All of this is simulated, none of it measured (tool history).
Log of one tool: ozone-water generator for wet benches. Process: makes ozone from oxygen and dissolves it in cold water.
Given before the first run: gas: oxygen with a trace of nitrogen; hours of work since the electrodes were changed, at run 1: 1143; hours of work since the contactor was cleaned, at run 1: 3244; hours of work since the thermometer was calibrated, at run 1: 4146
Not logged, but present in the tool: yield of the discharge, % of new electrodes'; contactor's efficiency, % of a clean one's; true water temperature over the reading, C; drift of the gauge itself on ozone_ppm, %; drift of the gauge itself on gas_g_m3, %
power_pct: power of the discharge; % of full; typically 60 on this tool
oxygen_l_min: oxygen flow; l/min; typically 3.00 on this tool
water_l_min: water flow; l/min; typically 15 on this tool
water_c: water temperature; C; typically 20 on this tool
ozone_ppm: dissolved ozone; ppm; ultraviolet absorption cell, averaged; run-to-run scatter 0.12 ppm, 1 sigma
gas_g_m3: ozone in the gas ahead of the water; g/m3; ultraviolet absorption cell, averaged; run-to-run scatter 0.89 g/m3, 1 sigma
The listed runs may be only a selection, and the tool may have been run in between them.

run     day  power_pct  oxygen_l_min  water_l_min  water_c  hours of work since the electrodes were changed  hours of work since the contactor was cleaned  hours of work since the thermometer was calibrated  ozone_ppm  gas_g_m3
  1   0.000         60          3.00           15       20                                             1143                                           3244                                                4146       11.5     141.4
  2   2.042         60          3.00           15       20                                             1175                                           3277                                                4179       11.4     143.2
  3   3.779         60          3.00           15       20                                             1203                                           3305                                                4207       11.4     142.6
  4   5.371         60          3.00           15       20                                             1229                                           3330                                                4232       11.4     143.5
  5   8.662         60          3.00           15       20                                             1281                                           3383                                                4285       11.1     142.3
  6  11.988         60          3.00           15       20                                             1335                                           3436                                                4338       11.3     143.1
  7  15.262         60          3.00           15       20                                             1387                                           3489                                                4391       11.1     141.9
  8  18.421         60          3.00           15       20                                             1438                                           3539                                                4441       11.4     141.8
  9  21.904         60          3.00           15       20                                             1494                                           3595                                                4497       11.5     140.9
 10  25.146         60          3.00           15       20                                             1546                                           3647                                                4549       11.2     140.9
 11  27.308         81          3.00           15       20                                             1580                                           3682                                                4584       14.4     182.0
 12  30.375         60          3.00           15       20                                             1629                                           3731                                                4633       11.2     142.4
 13  32.625         60          3.00            9       20                                             1665                                           3767                                                4669       17.2     141.4
 14  35.338         60          3.00            9       20                                             1709                                           3810                                                4712       17.4     141.3
 15  37.450         60          3.00           15       13                                             1743                                           3844                                                4746       12.1     141.0
 16  39.288         60          3.00           15       20                                             1772                                           3874                                                4776       11.1     140.5
 17  40.846         60          3.00           15       20                                             1797                                           3899                                                4801       11.2     140.8
 18  42.962         60          2.25           13       20                                             1831                                           3932                                                4834       12.6     166.7
 19  46.629         60          2.25           13       20                                             1890                                           3991                                                4893       12.4     165.3
 20  49.054         60          2.25           13       20                                             1929                                           4030                                                4932       12.8     165.2
 21  51.521         60          2.25           13       20                                             1968                                           4070                                                4972       12.8     164.7
     51.875  -- contactor cleaned
     52.429  -- water thermometer calibrated
 22  53.508         60          2.25           13       14                                             1997                                             26                                                  17       13.2     166.9
 23  55.392         46          2.25           11       14                                             2027                                             56                                                  47       12.3     132.1
 24  57.846         46          2.25           22       14                                             2067                                             95                                                  87        5.6     132.2
 25  60.179         46          2.25           12       14                                             2104                                            133                                                 124       11.4     133.1
 26  63.167         60          2.95           15       20                                             2152                                            181                                                 172       10.8     140.1
 27  65.075         60          3.00           19       20                                             2182                                            211                                                 203        8.2     139.9
 28  67.050         60          3.00           19       20                                             2214                                            243                                                 234        8.3     137.9
 29  69.129         40          3.00           10       23                                             2247                                            276                                                 268       10.5      99.8
     71.008  -- contactor cleaned, once more
 30  71.846         60          3.00           15       23                                             2288                                             13                                                 308       11.0     137.0
 31  74.100         60          3.00           15       14                                             2324                                             50                                                 345       12.1     139.7
 32  77.100         60          3.00           15       14                                             2372                                             98                                                 393       12.2     139.1

4 options for the next run, each taken on its own from the tool as it stands now. Forecast them:
  A  80.929         73          3.00           14       21                                             2434                                            159                                                 454          ?         ?
  B  80.929         60          2.47           15       14                                             2434                                            159                                                 454          ?         ?
  C  80.929         60          3.02           14       20                                             2434                                            159                                                 454          ?         ?
  D  80.929         60          2.20           15       14                                             2434                                            159                                                 454          ?         ?

run  ozone_ppm  gas_g_m3
  A       14.1     163.3
  B       11.8     156.0
  C       12.2     137.2
  D       11.8     168.1
Had the tool no hidden state, the same runs would have come out as:
run  ozone_ppm  gas_g_m3
  A       15.2     174.9
  B       12.5     165.1
  C       13.0     145.3
  D       12.5     178.0
